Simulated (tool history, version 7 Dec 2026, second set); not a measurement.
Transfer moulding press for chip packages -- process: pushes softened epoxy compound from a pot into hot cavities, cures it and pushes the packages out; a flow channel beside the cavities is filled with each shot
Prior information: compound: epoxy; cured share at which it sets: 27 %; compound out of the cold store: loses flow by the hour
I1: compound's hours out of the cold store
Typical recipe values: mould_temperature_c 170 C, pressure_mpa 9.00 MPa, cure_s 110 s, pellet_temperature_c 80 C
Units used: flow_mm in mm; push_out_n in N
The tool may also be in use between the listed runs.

{"run": 1, "day": 0.0, "mould_temperature_c": 170, "pressure_mpa": 9.0, "cure_s": 110, "pellet_temperature_c": 80, "I1": 44.1, "flow_mm": 861, "push_out_n": 435}
{"day": 3.754, "done": "cavities cleaned with cleaning compound and waxed"}
{"run": 2, "day": 3.9, "mould_temperature_c": 170, "pressure_mpa": 9.0, "cure_s": 110, "pellet_temperature_c": 82, "I1": 25.2, "flow_mm": 946, "push_out_n": 348}
{"day": 7.162, "done": "plunger's sealing rings changed"}
{"run": 3, "day": 7.188, "mould_temperature_c": 170, "pressure_mpa": 9.0, "cure_s": 115, "pellet_temperature_c": 80, "I1": 46.1, "flow_mm": 863, "push_out_n": 537}
{"day": 9.188, "done": "cavities cleaned with cleaning compound and waxed"}
{"run": 4, "day": 10.938, "mould_temperature_c": 170, "pressure_mpa": 9.0, "cure_s": 115, "pellet_temperature_c": 80, "I1": 44.1, "flow_mm": 859, "push_out_n": 425}
{"run": 5, "day": 13.046, "mould_temperature_c": 170, "pressure_mpa": 9.0, "cure_s": 115, "pellet_temperature_c": 80, "I1": 46.4, "flow_mm": 849, "push_out_n": 544}
{"day": 14.492, "done": "cavities cleaned with cleaning compound and waxed"}
{"run": 6, "day": 16.254, "mould_temperature_c": 170, "pressure_mpa": 9.0, "cure_s": 110, "pellet_temperature_c": 80, "I1": 40.3, "flow_mm": 870, "push_out_n": 479}
{"run": 7, "day": 19.388, "mould_temperature_c": 170, "pressure_mpa": 9.0, "cure_s": 110, "pellet_temperature_c": 74, "I1": 22.2, "flow_mm": 956, "push_out_n": 644}
{"day": 19.958, "done": "cavities cleaned with cleaning compound and waxed"}
{"day": 21.354, "done": "plunger's sealing rings changed"}
{"run": 8, "day": 22.396, "mould_temperature_c": 170, "pressure_mpa": 9.52, "cure_s": 110, "pellet_temperature_c": 80, "I1": 43.2, "flow_mm": 891, "push_out_n": 517}
{"run": 9, "day": 25.1, "mould_temperature_c": 174, "pressure_mpa": 9.0, "cure_s": 110, "pellet_temperature_c": 85, "I1": 13.7, "flow_mm": 1012, "push_out_n": 544}
{"day": 25.475, "done": "cavities cleaned with cleaning compound and waxed"}
{"run": 10, "day": 27.112, "mould_temperature_c": 170, "pressure_mpa": 10.74, "cure_s": 111, "pellet_temperature_c": 81, "I1": 36.9, "flow_mm": 974, "push_out_n": 471}
{"run": 11, "day": 29.771, "mould_temperature_c": 174, "pressure_mpa": 10.74, "cure_s": 95, "pellet_temperature_c": 75, "I1": 31.4, "flow_mm": 986, "push_out_n": 628}
{"day": 30.821, "done": "cavities cleaned with cleaning compound and waxed"}
{"run": 12, "day": 33.746, "mould_temperature_c": 174, "pressure_mpa": 6.84, "cure_s": 95, "pellet_temperature_c": 81, "I1": 25.1, "flow_mm": 807, "push_out_n": 573}
{"day": 35.367, "done": "plunger's sealing rings changed"}
{"run": 13, "day": 35.717, "mould_temperature_c": 166, "pressure_mpa": 7.07, "cure_s": 123, "pellet_temperature_c": 80, "I1": 22.4, "flow_mm": 873, "push_out_n": 614}
{"day": 36.396, "done": "cavities cleaned with cleaning compound and waxed"}
{"day": 38.625, "done": "mould's thermocouples calibrated"}
{"run": 14, "day": 39.288, "mould_temperature_c": 175, "pressure_mpa": 7.41, "cure_s": 104, "pellet_temperature_c": 85, "I1": 28.3, "flow_mm": 848, "push_out_n": 490}
{"day": 41.925, "done": "cavities cleaned with cleaning compound and waxed"}
{"run": 15, "day": 43.221, "mould_temperature_c": 175, "pressure_mpa": 7.41, "cure_s": 104, "pellet_temperature_c": 85, "I1": 15.9, "flow_mm": 905, "push_out_n": 409}

Per-run results on a tool with no hidden state, each run keeping its own random variation:
The tool's hidden condition here consists of: true mould temperature over the reading, C; pressure that reaches the compound, % of what is set; grip of the stained cavities, % over clean ones'; drift of the gauge itself on flow_mm, %; drift of the gauge itself on push_out_n, %.
run=1 flow_mm=874 push_out_n=310
run=2 flow_mm=969 push_out_n=335
run=3 flow_mm=865 push_out_n=301
run=4 flow_mm=867 push_out_n=281
run=5 flow_mm=860 push_out_n=297
run=6 flow_mm=888 push_out_n=320
run=7 flow_mm=983 push_out_n=346
run=8 flow_mm=896 push_out_n=327
run=9 flow_mm=1024 push_out_n=285
run=10 flow_mm=990 push_out_n=316
run=11 flow_mm=1008 push_out_n=345
run=12 flow_mm=832 push_out_n=351
run=13 flow_mm=878 push_out_n=341
run=14 flow_mm=855 push_out_n=281
run=15 flow_mm=919 push_out_n=288
